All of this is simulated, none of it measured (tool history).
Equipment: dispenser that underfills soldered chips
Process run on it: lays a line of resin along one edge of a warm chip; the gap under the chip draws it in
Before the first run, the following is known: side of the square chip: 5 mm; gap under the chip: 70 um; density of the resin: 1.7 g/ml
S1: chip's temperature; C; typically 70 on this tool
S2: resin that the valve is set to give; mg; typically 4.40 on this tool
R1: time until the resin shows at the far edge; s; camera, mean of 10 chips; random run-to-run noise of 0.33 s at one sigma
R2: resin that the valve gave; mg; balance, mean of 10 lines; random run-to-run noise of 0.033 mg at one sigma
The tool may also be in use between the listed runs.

| run | hour | S1 | S2 | R1 | R2 |
|---|---|---|---|---|---|
| 1 | 0.0 | 70 | 4.40 | 15.8 | 4.01 |
|  | 7.9 | dispensing valve cleaned and set on the balance |
|  | 9.3 | new syringe of resin |
| 2 | 9.8 | 77 | 4.40 | 11.6 | 4.42 |
| 3 | 15.6 | 77 | 4.40 | 13.7 | 4.41 |
|  | 18.4 | new syringe of resin |
| 4 | 23.1 | 77 | 4.40 | 12.2 | 4.34 |
|  | 27.4 | new syringe of resin |
| 5 | 27.4 | 73 | 4.40 | 13.4 | 4.40 |
|  | 36.3 | new syringe of resin |
| 6 | 36.7 | 73 | 4.40 | 12.9 | 4.36 |
|  | 45.6 | new syringe of resin |
| 7 | 45.7 | 70 | 3.79 | 15.8 | 3.74 |
|  | 54.6 | new syringe of resin |
| 8 | 54.8 | 70 | 3.79 | 16.1 | 3.68 |
| 9 | 61.7 | 70 | 3.79 | 18.1 | 3.72 |
|  | 63.9 | new syringe of resin |
| 10 | 67.8 | 70 | 3.74 | 17.5 | 3.64 |
|  | 73.2 | new syringe of resin |
| 11 | 73.2 | 70 | 3.74 | 16.4 | 3.61 |
| 12 | 80.0 | 70 | 4.19 | 19.0 | 4.01 |
|  | 82.3 | new syringe of resin |
| 13 | 88.3 | 70 | 4.19 | 17.2 | 4.02 |
|  | 91.4 | new syringe of resin |
| 14 | 94.7 | 70 | 4.19 | 16.4 | 4.03 |
|  | 100.4 | new syringe of resin |
| 15 | 102.0 | 68 | 4.19 | 18.5 | 4.04 |
|  | 109.7 | new syringe of resin |
| 16 | 109.9 | 68 | 4.19 | 16.9 | 3.98 |
| 17 | 113.8 | 68 | 4.19 | 18.5 | 3.96 |
|  | 118.5 | new syringe of resin |
| 18 | 118.6 | 68 | 4.19 | 17.2 | 3.96 |
| 19 | 124.2 | 64 | 4.24 | 23.0 | 4.00 |
|  | 127.8 | new syringe of resin |
| 20 | 132.9 | 65 | 4.15 | 22.3 | 3.96 |
|  | 137.1 | new syringe of resin |
| 21 | 137.8 | 71 | 4.62 | 14.8 | 4.35 |
| 22 | 143.5 | 71 | 4.62 | 17.0 | 4.26 |
|  | 145.9 | new syringe of resin |
| 23 | 150.8 | 79 | 3.91 | 12.2 | 3.63 |
|  | 154.8 | new syringe of resin |
| 24 | 158.3 | 66 | 4.40 | 19.9 | 4.04 |
| 25 | 162.2 | 66 | 4.40 | 22.7 | 4.02 |
|  | 164.0 | new syringe of resin |
| 26 | 167.0 | 78 | 4.34 | 11.9 | 4.03 |
|  | 173.1 | new syringe of resin |
| 27 | 175.9 | 78 | 4.34 | 11.8 | 3.97 |
|  | 182.3 | dispensing valve cleaned and set on the balance |
|  | 183.2 | new syringe of resin |
| 28 | 184.9 | 83 | 4.39 | 9.3 | 4.34 |
| 29 | 191.4 | 61 | 4.17 | 28.5 | 4.15 |
|  | 192.2 | new syringe of resin |
| 30 | 197.0 | 62 | 4.50 | 24.4 | 4.49 |
|  | 201.2 | new syringe of resin |
| 31 | 205.9 | 79 | 4.70 | 11.8 | 4.58 |
|  | 210.2 | new syringe of resin |
| 32 | 211.9 | 58 | 5.53 | 28.0 | 5.42 |
| 33 | 218.6 | 58 | 4.58 | 33.0 | 4.50 |
|  | 219.4 | new syringe of resin |
| 34 | 227.7 | 66 | 5.66 | 22.5 | 5.55 |
|  | 228.7 | new syringe of resin |
| 35 | 233.5 | 70 | 4.42 | 17.1 | 4.30 |

Had the tool no unlogged condition, and each run kept its random variation, what would the results have been?
Hidden state present: resin's viscosity, % of fresh resin's; dose that the valve gives, % of what is set; true chip temperature over the reading, C; drift of the gauge itself on fill_s, %; drift of the gauge itself on given_mg, %.
| run | R1 | R2 |
|---|---|---|
| 1 | 14.8 | 4.39 |
| 2 | 10.9 | 4.42 |
| 3 | 11.2 | 4.42 |
| 4 | 10.6 | 4.37 |
| 5 | 13.0 | 4.44 |
| 6 | 12.6 | 4.42 |
| 7 | 15.2 | 3.81 |
| 8 | 15.5 | 3.77 |
| 9 | 14.7 | 3.82 |
| 10 | 15.2 | 3.75 |
| 11 | 15.5 | 3.73 |
| 12 | 15.5 | 4.16 |
| 13 | 14.4 | 4.19 |
| 14 | 14.6 | 4.21 |
| 15 | 16.7 | 4.23 |
| 16 | 16.1 | 4.19 |
| 17 | 16.1 | 4.18 |
| 18 | 16.2 | 4.19 |
| 19 | 19.0 | 4.24 |
| 20 | 18.5 | 4.22 |
| 21 | 13.9 | 4.64 |
| 22 | 14.0 | 4.57 |
| 23 | 10.2 | 3.91 |
| 24 | 17.2 | 4.37 |
| 25 | 17.9 | 4.36 |
| 26 | 10.4 | 4.37 |
| 27 | 10.7 | 4.33 |
| 28 | 8.5 | 4.35 |
| 29 | 22.3 | 4.18 |
| 30 | 20.7 | 4.53 |
| 31 | 10.1 | 4.64 |
| 32 | 25.4 | 5.51 |
| 33 | 25.4 | 4.59 |
| 34 | 17.7 | 5.68 |
| 35 | 14.5 | 4.42 |

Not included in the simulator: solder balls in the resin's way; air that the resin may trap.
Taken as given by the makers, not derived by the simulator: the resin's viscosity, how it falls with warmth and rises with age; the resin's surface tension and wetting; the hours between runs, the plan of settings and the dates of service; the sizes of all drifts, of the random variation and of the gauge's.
